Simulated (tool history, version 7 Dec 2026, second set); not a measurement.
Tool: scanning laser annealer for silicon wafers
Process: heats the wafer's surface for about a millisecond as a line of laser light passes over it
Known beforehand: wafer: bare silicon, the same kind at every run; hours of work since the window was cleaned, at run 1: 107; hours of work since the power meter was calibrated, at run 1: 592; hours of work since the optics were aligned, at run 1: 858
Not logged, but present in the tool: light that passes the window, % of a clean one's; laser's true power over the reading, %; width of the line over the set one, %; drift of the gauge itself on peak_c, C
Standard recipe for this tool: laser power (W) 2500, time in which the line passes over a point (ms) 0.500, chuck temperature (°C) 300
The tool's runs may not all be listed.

run   hour  laser power (W)  time in which the line passes over a point (ms)  chuck temperature (°C)  hours of work since the window was cleaned  hours of work since the power meter was calibrated  hours of work since the optics were aligned  highest temperature of the surface (°C)
  1    0.0             2500                                            0.500                     300                                         107                                                 592                                          858                                     1024
  2   22.0             2500                                            0.500                     280                                         123                                                 608                                          875                                      999
  3   47.4             2500                                            0.500                     322                                         142                                                 627                                          893                                     1040
  4   63.1             2500                                            0.500                     322                                         153                                                 639                                          905                                     1035
      82.5  -- optics aligned, line set to its width
  5   87.3             2500                                            0.500                     322                                         167                                                 653                                            4                                     1049
  6  118.4             2500                                            0.500                     322                                         190                                                 676                                           26                                     1046
  7  137.3             2500                                            0.500                     322                                         204                                                 690                                           40                                     1045
  8  157.3             2500                                            0.500                     322                                         219                                                 704                                           55                                     1040
  9  188.1             2500                                            0.500                     322                                         242                                                 727                                           78                                     1037
 10  205.6             2189                                            0.554                     300                                         255                                                 740                                           91                                      936
 11  222.0             2189                                            0.554                     288                                         267                                                 752                                          103                                      921
 12  250.7             2189                                            0.554                     288                                         288                                                 773                                          124                                      920
 13  281.6             2715                                            0.554                     336                                         311                                                 796                                          147                                     1149

Branching from run 13: 4 alternative next runs. What would each branch give?
  A  306.7             2253                                            0.554                     336                                         329                                                 815                                          165                                        ?
  B  306.7             2646                                            0.487                     336                                         329                                                 815                                          165                                        ?
  C  306.7             2500                                            0.500                     325                                         329                                                 815                                          165                                        ?
  D  306.7             2500                                            0.566                     320                                         329                                                 815                                          165                                        ?

run  highest temperature of the surface (°C)
  A                                      982
  B                                     1078
  C                                     1024
  D                                     1060
Without the tool's hidden state the same runs would have given:
run  highest temperature of the surface (°C)
  A                                     1029
  B                                     1132
  C                                     1075
  D                                     1114
